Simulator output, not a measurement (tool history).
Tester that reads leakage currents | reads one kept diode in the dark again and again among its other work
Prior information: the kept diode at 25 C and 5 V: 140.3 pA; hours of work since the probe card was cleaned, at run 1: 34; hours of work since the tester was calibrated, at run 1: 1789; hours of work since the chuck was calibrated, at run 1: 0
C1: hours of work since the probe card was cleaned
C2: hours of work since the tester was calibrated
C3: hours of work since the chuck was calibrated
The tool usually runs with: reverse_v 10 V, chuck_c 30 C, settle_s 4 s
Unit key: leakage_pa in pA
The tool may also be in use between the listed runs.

{"run": 1, "hour": 0.0, "reverse_v": 10, "chuck_c": 30, "settle_s": 4, "C1": 34, "C2": 1789, "C3": 0, "leakage_pa": 309.14}
{"run": 2, "hour": 98.8, "reverse_v": 8.4, "chuck_c": 30, "settle_s": 4, "C1": 100, "C2": 1854, "C3": 66, "leakage_pa": 280.77}
{"run": 3, "hour": 178.1, "reverse_v": 8.4, "chuck_c": 30, "settle_s": 4, "C1": 153, "C2": 1907, "C3": 119, "leakage_pa": 279.17}
{"run": 4, "hour": 317.9, "reverse_v": 8.4, "chuck_c": 30, "settle_s": 4, "C1": 246, "C2": 2000, "C3": 212, "leakage_pa": 280.56}
{"run": 5, "hour": 428.1, "reverse_v": 17.6, "chuck_c": 30, "settle_s": 4, "C1": 319, "C2": 2074, "C3": 285, "leakage_pa": 411.5}
{"run": 6, "hour": 546.7, "reverse_v": 10, "chuck_c": 30, "settle_s": 4, "C1": 398, "C2": 2152, "C3": 364, "leakage_pa": 306.54}
{"run": 7, "hour": 629.5, "reverse_v": 10, "chuck_c": 30, "settle_s": 4, "C1": 453, "C2": 2208, "C3": 419, "leakage_pa": 307.87}
{"run": 8, "hour": 753.9, "reverse_v": 10, "chuck_c": 30, "settle_s": 4, "C1": 536, "C2": 2290, "C3": 502, "leakage_pa": 307.58}
{"run": 9, "hour": 909.1, "reverse_v": 10, "chuck_c": 30, "settle_s": 0.37, "C1": 639, "C2": 2394, "C3": 605, "leakage_pa": 313.65}
{"run": 10, "hour": 1010.0, "reverse_v": 10, "chuck_c": 30, "settle_s": 0.37, "C1": 706, "C2": 2461, "C3": 672, "leakage_pa": 314.1}
{"run": 11, "hour": 1090.2, "reverse_v": 10, "chuck_c": 30, "settle_s": 0.37, "C1": 760, "C2": 2514, "C3": 725, "leakage_pa": 313.34}
{"run": 12, "hour": 1224.6, "reverse_v": 10, "chuck_c": 30, "settle_s": 4, "C1": 849, "C2": 2603, "C3": 815, "leakage_pa": 308.25}
{"run": 13, "hour": 1318.4, "reverse_v": 10, "chuck_c": 30, "settle_s": 4, "C1": 911, "C2": 2666, "C3": 877, "leakage_pa": 307.04}
{"run": 14, "hour": 1439.1, "reverse_v": 9.3, "chuck_c": 30, "settle_s": 4, "C1": 992, "C2": 2746, "C3": 958, "leakage_pa": 295.82}
{"run": 15, "hour": 1517.2, "reverse_v": 9.3, "chuck_c": 30, "settle_s": 4, "C1": 1044, "C2": 2798, "C3": 1010, "leakage_pa": 297.83}
{"hour": 1570.5, "done": "chuck's temperature calibrated"}
{"run": 16, "hour": 1633.3, "reverse_v": 6.2, "chuck_c": 30, "settle_s": 4, "C1": 1119, "C2": 2874, "C3": 42, "leakage_pa": 239.54}
{"run": 17, "hour": 1765.9, "reverse_v": 10, "chuck_c": 30, "settle_s": 4, "C1": 1208, "C2": 2962, "C3": 130, "leakage_pa": 306.59}
{"run": 18, "hour": 1921.2, "reverse_v": 10, "chuck_c": 30, "settle_s": 4, "C1": 1311, "C2": 3066, "C3": 233, "leakage_pa": 307.46}
{"run": 19, "hour": 2044.0, "reverse_v": 10, "chuck_c": 30, "settle_s": 4, "C1": 1393, "C2": 3147, "C3": 315, "leakage_pa": 310.15}
{"run": 20, "hour": 2155.5, "reverse_v": 10, "chuck_c": 30, "settle_s": 4, "C1": 1467, "C2": 3222, "C3": 389, "leakage_pa": 308.9}
{"run": 21, "hour": 2220.3, "reverse_v": 9.6, "chuck_c": 24, "settle_s": 5.11, "C1": 1510, "C2": 3265, "C3": 432, "leakage_pa": 181.64}
{"hour": 2306.5, "done": "probe card cleaned and baked"}
{"run": 22, "hour": 2307.5, "reverse_v": 1, "chuck_c": 30, "settle_s": 7.93, "C1": 1, "C2": 3321, "C3": 488, "leakage_pa": 91.73}
{"run": 23, "hour": 2424.1, "reverse_v": 4.6, "chuck_c": 34, "settle_s": 2.71, "C1": 78, "C2": 3398, "C3": 566, "leakage_pa": 282.75}
{"run": 24, "hour": 2536.6, "reverse_v": 4.6, "chuck_c": 34, "settle_s": 2.71, "C1": 153, "C2": 3473, "C3": 641, "leakage_pa": 283.12}
{"run": 25, "hour": 2673.9, "reverse_v": 1.8, "chuck_c": 30, "settle_s": 4, "C1": 244, "C2": 3564, "C3": 732, "leakage_pa": 124.93}
{"run": 26, "hour": 2756.9, "reverse_v": 18.9, "chuck_c": 34, "settle_s": 4.76, "C1": 300, "C2": 3620, "C3": 787, "leakage_pa": 594.76}
{"run": 27, "hour": 2913.7, "reverse_v": 10, "chuck_c": 52, "settle_s": 4.83, "C1": 404, "C2": 3724, "C3": 892, "leakage_pa": 1652.22}
{"run": 28, "hour": 3017.3, "reverse_v": 10, "chuck_c": 37, "settle_s": 5.79, "C1": 473, "C2": 3793, "C3": 961, "leakage_pa": 539.21}
{"hour": 3142.1, "done": "chuck's temperature calibrated"}
{"run": 29, "hour": 3152.6, "reverse_v": 10, "chuck_c": 37, "settle_s": 5.79, "C1": 562, "C2": 3882, "C3": 7, "leakage_pa": 539.19}
{"run": 30, "hour": 3263.9, "reverse_v": 9.5, "chuck_c": 37, "settle_s": 5.79, "C1": 636, "C2": 3956, "C3": 81, "leakage_pa": 524}
{"run": 31, "hour": 3378.5, "reverse_v": 10, "chuck_c": 35, "settle_s": 4, "C1": 712, "C2": 4032, "C3": 157, "leakage_pa": 460.85}
{"run": 32, "hour": 3526.1, "reverse_v": 10, "chuck_c": 35, "settle_s": 4, "C1": 810, "C2": 4130, "C3": 256, "leakage_pa": 457.96}
{"run": 33, "hour": 3673.6, "reverse_v": 10.8, "chuck_c": 38, "settle_s": 3.38, "C1": 908, "C2": 4228, "C3": 354, "leakage_pa": 605.51}
{"run": 34, "hour": 3786.4, "reverse_v": 10.8, "chuck_c": 38, "settle_s": 3.38, "C1": 983, "C2": 4303, "C3": 429, "leakage_pa": 605.71}
{"run": 35, "hour": 3869.5, "reverse_v": 2, "chuck_c": 38, "settle_s": 8.74, "C1": 1039, "C2": 4359, "C3": 484, "leakage_pa": 249.74}
{"run": 36, "hour": 4003.6, "reverse_v": 2, "chuck_c": 38, "settle_s": 8.74, "C1": 1128, "C2": 4448, "C3": 573, "leakage_pa": 249.06}
{"run": 37, "hour": 4127.6, "reverse_v": 7.3, "chuck_c": 31, "settle_s": 4, "C1": 1210, "C2": 4530, "C3": 656, "leakage_pa": 283.24}
{"run": 38, "hour": 4233.9, "reverse_v": 17.3, "chuck_c": 27, "settle_s": 0.81, "C1": 1281, "C2": 4601, "C3": 726, "leakage_pa": 323.06}
{"run": 39, "hour": 4320.5, "reverse_v": 17.3, "chuck_c": 27, "settle_s": 0.81, "C1": 1339, "C2": 4659, "C3": 784, "leakage_pa": 326.3}

5 options for the next run, each taken on its own from the tool as it stands now. Forecast them:
{"run": "A", "hour": 4429.9, "reverse_v": 1.4, "chuck_c": 41, "settle_s": 0.81, "C1": 1411, "C2": 4732, "C3": 857, "leakage_pa": "?"}
{"run": "B", "hour": 4429.9, "reverse_v": 6.6, "chuck_c": 34, "settle_s": 9.72, "C1": 1411, "C2": 4732, "C3": 857, "leakage_pa": "?"}
{"run": "C", "hour": 4429.9, "reverse_v": 1.9, "chuck_c": 22, "settle_s": 0.53, "C1": 1411, "C2": 4732, "C3": 857, "leakage_pa": "?"}
{"run": "D", "hour": 4429.9, "reverse_v": 17.3, "chuck_c": 48, "settle_s": 0.81, "C1": 1411, "C2": 4732, "C3": 857, "leakage_pa": "?"}
{"run": "E", "hour": 4429.9, "reverse_v": 3.2, "chuck_c": 27, "settle_s": 0.81, "C1": 1411, "C2": 4732, "C3": 857, "leakage_pa": "?"}

run=A leakage_pa=261.51
run=B leakage_pa=340.85
run=C leakage_pa=65.87
run=D leakage_pa=1651.93
run=E leakage_pa=132.4
Take away the tool's hidden state, keep each run's random variation, and the runs would have read:
run=A leakage_pa=261.35
run=B leakage_pa=340.55
run=C leakage_pa=65.8
run=D leakage_pa=1650.82
run=E leakage_pa=132.27
